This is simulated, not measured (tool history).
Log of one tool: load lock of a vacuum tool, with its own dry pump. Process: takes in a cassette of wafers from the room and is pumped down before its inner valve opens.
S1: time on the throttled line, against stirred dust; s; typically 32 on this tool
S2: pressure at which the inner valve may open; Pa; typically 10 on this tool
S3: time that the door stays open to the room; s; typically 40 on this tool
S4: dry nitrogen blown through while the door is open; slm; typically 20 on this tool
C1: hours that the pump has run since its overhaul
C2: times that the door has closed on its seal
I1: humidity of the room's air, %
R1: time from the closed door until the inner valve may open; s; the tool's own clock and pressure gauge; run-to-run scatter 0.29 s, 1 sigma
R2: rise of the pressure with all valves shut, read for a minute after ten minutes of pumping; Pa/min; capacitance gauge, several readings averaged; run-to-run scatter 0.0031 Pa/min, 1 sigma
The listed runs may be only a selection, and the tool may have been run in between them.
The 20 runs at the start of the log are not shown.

Run 21, day 112.183: usual settings but S1 56 s, S2 7 Pa; C1 9050; C2 48231; I1 41.7. Result: R1 66.4 s, R2 0.378 Pa/min.
Run 22, day 120.012: usual settings but S2 9 Pa; C1 9238; C2 48839; I1 45.3. Result: R1 44.1 s, R2 0.385 Pa/min.
Run 23, day 125.146: usual settings but S2 9 Pa; C1 9361; C2 49238; I1 42.5. Result: R1 44 s, R2 0.382 Pa/min.
Run 24, day 130.996: usual settings but S2 9 Pa, S3 26 s; C1 9501; C2 49692; I1 43.8. Result: R1 44.3 s, R2 0.387 Pa/min.
Run 25, day 136.996: usual settings but S3 135 s, S4 5 slm; C1 9645; C2 50158; I1 42.7. Result: R1 43.8 s, R2 0.495 Pa/min.
Run 26, day 144.029: usual settings but S3 135 s, S4 5 slm; C1 9814; C2 50704; I1 44.2. Result: R1 44 s, R2 0.502 Pa/min.
Run 27, day 148.946: usual settings but S3 171 s; C1 9932; C2 51086; I1 44. Result: R1 43.7 s, R2 0.486 Pa/min.
Run 28, day 155.296: usual settings but S1 24 s, S2 8 Pa, S3 221 s; C1 10084; C2 51579; I1 44.7. Result: R1 36.9 s, R2 0.507 Pa/min.
Run 29, day 161.088: usual settings but S1 28 s, S2 11 Pa, S3 133 s; C1 10224; C2 52029; I1 43.7. Result: R1 40.1 s, R2 0.473 Pa/min.
Run 30, day 167.7: usual settings but S1 28 s, S2 11 Pa, S3 133 s; C1 10382; C2 52542; I1 47.5. Result: R1 40.3 s, R2 0.483 Pa/min.
Run 31, day 175.175: usual settings but S1 28 s, S2 11 Pa, S3 133 s; C1 10562; C2 53123; I1 41.4. Result: R1 40 s, R2 0.477 Pa/min.
Run 32, day 181.175: usual settings but S2 13 Pa, S4 43 slm; C1 10706; C2 53589; I1 50.3. Result: R1 43.5 s, R2 0.419 Pa/min.

What if the next run were any one of these 3? Each begins from the tool's condition after run 32:
Run A, day 186.546: usual settings but S1 46 s, S2 9 Pa, S4 22 slm; C1 10834; C2 54006; I1 45.2. Result: R1 ?, R2 ?.
Run B, day 186.546: usual settings but S3 179 s, S4 19 slm; C1 10834; C2 54006; I1 45.1. Result: R1 ?, R2 ?.
Run C, day 186.546: usual settings but S1 18 s, S3 201 s, S4 7 slm; C1 10834; C2 54006; I1 43.5. Result: R1 ?, R2 ?.

run    R1     R2
  A  57.5  0.437
  B  43.6  0.522
  C  31.2   0.57
Take away the tool's hidden state, keep each run's random variation, and the runs would have read:
run    R1     R2
  A  56.9  0.062
  B    43  0.143
  C  30.5  0.191

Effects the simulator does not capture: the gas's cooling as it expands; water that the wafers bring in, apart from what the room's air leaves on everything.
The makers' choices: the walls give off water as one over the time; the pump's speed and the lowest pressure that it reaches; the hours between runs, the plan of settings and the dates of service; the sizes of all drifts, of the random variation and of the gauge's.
